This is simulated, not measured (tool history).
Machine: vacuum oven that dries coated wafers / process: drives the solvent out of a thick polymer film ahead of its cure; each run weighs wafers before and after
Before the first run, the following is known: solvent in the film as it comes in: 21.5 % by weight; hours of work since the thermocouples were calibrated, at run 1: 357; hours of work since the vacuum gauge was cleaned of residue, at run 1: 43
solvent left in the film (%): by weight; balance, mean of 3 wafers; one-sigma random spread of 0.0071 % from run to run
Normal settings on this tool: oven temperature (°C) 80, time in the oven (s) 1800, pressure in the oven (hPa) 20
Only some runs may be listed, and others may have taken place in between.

run	hour	oven temperature (°C)	time in the oven (s)	pressure in the oven (hPa)	hours of work since the thermocouples were calibrated	hours of work since the vacuum gauge was cleaned of residue	solvent left in the film (%)
1	0	80	1800	20	357	43	5.862
2	8	80	1800	20	361	46	5.858
3	17	80	1800	20	364	50	5.855
4	26.2	80	1800	20	368	53	5.85
5	33	80	1800	20	371	56	5.86
6	39.6	80	1800	20	374	59	5.854
7	45.1	80	1800	20	376	61	5.865
8	54.8	80	1800	20	380	65	5.86
9	62.1	80	1800	36	383	68	7.357
10	72.3	80	1800	20	387	72	5.847
11	84.2	80	1800	20	392	77	5.854
12	94.9	80	1800	20	396	82	5.866
13	104.3	80	1800	20	400	85	5.845
14	114	80	1800	20	404	89	5.843
15	124.4	92	1800	20	408	94	2.011
16	135.1	92	1800	20	413	98	2.021
17	144.7	92	1800	20	417	102	2.009
18	154.1	80	1800	20	420	106	5.849
19	161.5	80	1800	20	423	109	5.846
20	170.4	80	1800	20	427	112	5.84
21	180.2	80	1800	20	431	116	5.839
22	186.2	80	1800	20	434	119	5.855
# hour 188.9: oven's thermocouples calibrated
23	193.6	80	1800	20	2	121	5.71
24	205.8	80	1440	70.2	7	126	11.218
25	218.1	80	1440	11.9	12	131	6.21
26	224.8	80	1320	56	15	134	10.403
# hour 231.6: oven's thermocouples calibrated, once more
27	235	86	1800	21.2	1	137	4.029
28	247.3	91	960	79.2	6	142	8.861
29	258.9	88	2760	56.3	11	147	5.337
30	266.2	88	2760	56.3	14	150	5.321
31	273	66	2760	37.2	17	153	13.347
32	282.9	65	1800	57	21	157	17.444
33	293.6	82	2520	40.7	25	161	6.09
34	305.2	76	1560	16.6	30	166	8.815
35	314	76	1560	16.6	34	170	8.799
36	325.5	76	2280	14	38	174	6.366
37	334.1	93	1020	14.1	42	178	3.552
38	340.9	80	1800	12.6	45	181	5.694
39	346.5	80	2340	13.3	47	183	4.393
40	353.1	80	1740	20	50	186	6.582
41	362	80	1740	20	53	189	6.6
42	373.5	80	1740	20	58	194	6.597
43	379.9	89	2580	20	61	197	2.142
44	388.9	75	1800	20	64	200	8.817
45	397.9	80	1080	32.2	68	204	10.221
46	405.6	83	1380	20	71	207	6.477

Predict each of these 3 candidate next runs independently; none follows another, all start after run 46:
A	417.5	83	1380	16.6	76	212	?
B	417.5	78	1380	20	76	212	?
C	417.5	83	1560	79.9	76	212	?

run	solvent left in the film (%)
A	6.191
B	8.84
C	11.01
Take away the tool's hidden state, keep each run's random variation, and the runs would have read:
run	solvent left in the film (%)
A	5.977
B	8.613
C	10.766
